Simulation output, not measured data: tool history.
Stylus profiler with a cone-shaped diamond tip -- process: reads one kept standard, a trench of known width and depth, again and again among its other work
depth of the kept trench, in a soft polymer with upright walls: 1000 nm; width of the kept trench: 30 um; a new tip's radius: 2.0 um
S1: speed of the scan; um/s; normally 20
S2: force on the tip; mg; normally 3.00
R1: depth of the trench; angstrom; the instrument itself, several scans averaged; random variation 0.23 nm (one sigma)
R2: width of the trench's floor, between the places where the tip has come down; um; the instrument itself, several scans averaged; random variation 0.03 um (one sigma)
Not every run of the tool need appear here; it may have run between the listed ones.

run,hour,S1,S2,R1,R2
1,0.0,20,3.00,10135.9,24.12
2,20.2,20,3.00,10139.2,24.16
3,63.9,20,3.00,10136.5,24.04
4,99.2,20,3.00,10133.3,24.03
5,139.9,13,3.00,10132.6,24.04
6,170.3,20,3.00,10133.4,24.02
7,210.3,20,3.00,10128.5,23.90
8,245.2,20,3.00,10131.7,23.89
9,264.3,20,3.27,10138.7,23.91
10,290.0,20,3.27,10140.9,23.94
11,326.0,71,3.70,10152.0,23.60
# hour 330.1: height scale calibrated on a step standard
12,368.6,8,8.86,10308.4,23.86
13,413.3,5,3.40,10124.6,23.90
# hour 416.6: height scale calibrated on a step standard, once more
14,434.8,69,3.75,10213.9,23.51
15,465.2,9,5.64,10278.2,23.74
16,497.5,68,1.62,10118.1,23.30

Here are 4 independent what-if runs from the current tool condition. What would each one return?
A,536.2,66,3.00,?,?
B,536.2,19,1.73,?,?
C,536.2,48,1.27,?,?
D,536.2,20,1.01,?,?

run,R1,R2
A,10180.0,23.42
B,10125.0,23.64
C,10102.7,23.37
D,10087.9,23.49
The same runs, with their run-to-run variation unchanged, on a tool lacking any hidden condition would have given:
run,R1,R2
A,10179.0,26.18
B,10124.0,26.40
C,10101.7,26.13
D,10086.9,26.25

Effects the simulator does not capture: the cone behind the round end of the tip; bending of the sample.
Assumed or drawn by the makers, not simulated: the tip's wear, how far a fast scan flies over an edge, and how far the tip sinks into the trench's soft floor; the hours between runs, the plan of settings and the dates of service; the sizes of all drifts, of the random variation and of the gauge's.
